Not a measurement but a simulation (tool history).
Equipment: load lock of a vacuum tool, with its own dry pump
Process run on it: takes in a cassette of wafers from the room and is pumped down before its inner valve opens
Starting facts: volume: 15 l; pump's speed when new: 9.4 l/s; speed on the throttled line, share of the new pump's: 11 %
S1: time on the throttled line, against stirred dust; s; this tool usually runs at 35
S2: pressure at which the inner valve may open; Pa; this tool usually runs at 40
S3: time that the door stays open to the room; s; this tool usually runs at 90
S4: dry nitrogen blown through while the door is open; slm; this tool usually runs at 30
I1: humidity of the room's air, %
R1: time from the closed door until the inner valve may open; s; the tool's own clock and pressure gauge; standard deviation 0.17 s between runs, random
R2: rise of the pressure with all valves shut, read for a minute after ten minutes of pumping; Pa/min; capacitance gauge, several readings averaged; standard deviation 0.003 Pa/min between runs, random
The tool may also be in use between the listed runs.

run	day	S1	S2	S3	S4	I1	R1	R2
1	0	35	40	90	30	48.8	44.6	0.055
2	4.167	35	40	90	30	42.3	44.3	0.05
3	8.312	35	40	90	30	47.3	44.6	0.053
4	12.133	35	40	90	30	46.8	44.1	0.05
5	15.642	35	40	90	30	45.2	44.4	0.051
6	19.767	35	40	90	30	45.9	44.6	0.052
7	22.95	35	40	196	30	43.6	44.6	0.072
8	25.425	35	40	90	30	44.4	44.6	0.051
9	27.8	35	40	90	5	40.3	44.7	0.099
10	29.888	35	40	90	30	42.7	44.7	0.049
11	34.05	35	40	90	30	45.6	44.5	0.056
12	37.238	35	30	90	30	43.7	45.1	0.054
13	39.733	35	58	90	30	44.6	44.1	0.055
14	41.592	35	58	65	30	42.1	44.2	0.05
15	44.538	19	49	31	23	41.5	30.3	0.036
16	46.521	35	43	80	30	43.7	44.7	0.048
17	48.358	22	55	176	18	44.2	32.9	0.096
18	52.188	22	55	176	18	45.8	32.6	0.104
19	54.154	20	40	90	30	46.8	31.5	0.057
20	57.917	58	40	86	12	43.4	65.6	0.075
21	61.512	58	40	86	12	42.5	65.6	0.078
22	63.708	58	40	86	12	41.7	65	0.07
23	66.504	35	40	95	30	43.8	45	0.054
24	70.242	35	40	95	30	43.8	45	0.054
25	72.262	35	40	95	30	44.6	44.7	0.061

Run 26 has not been measured yet. What should we expect?
26	74.854	35	40	95	30	44.7	?	?

Run 26 came out at R1 45 s, R2 0.054 Pa/min.
The same run, on a tool lacking any hidden state, would have yielded R1 44.1 s, R2 0.042 Pa/min.
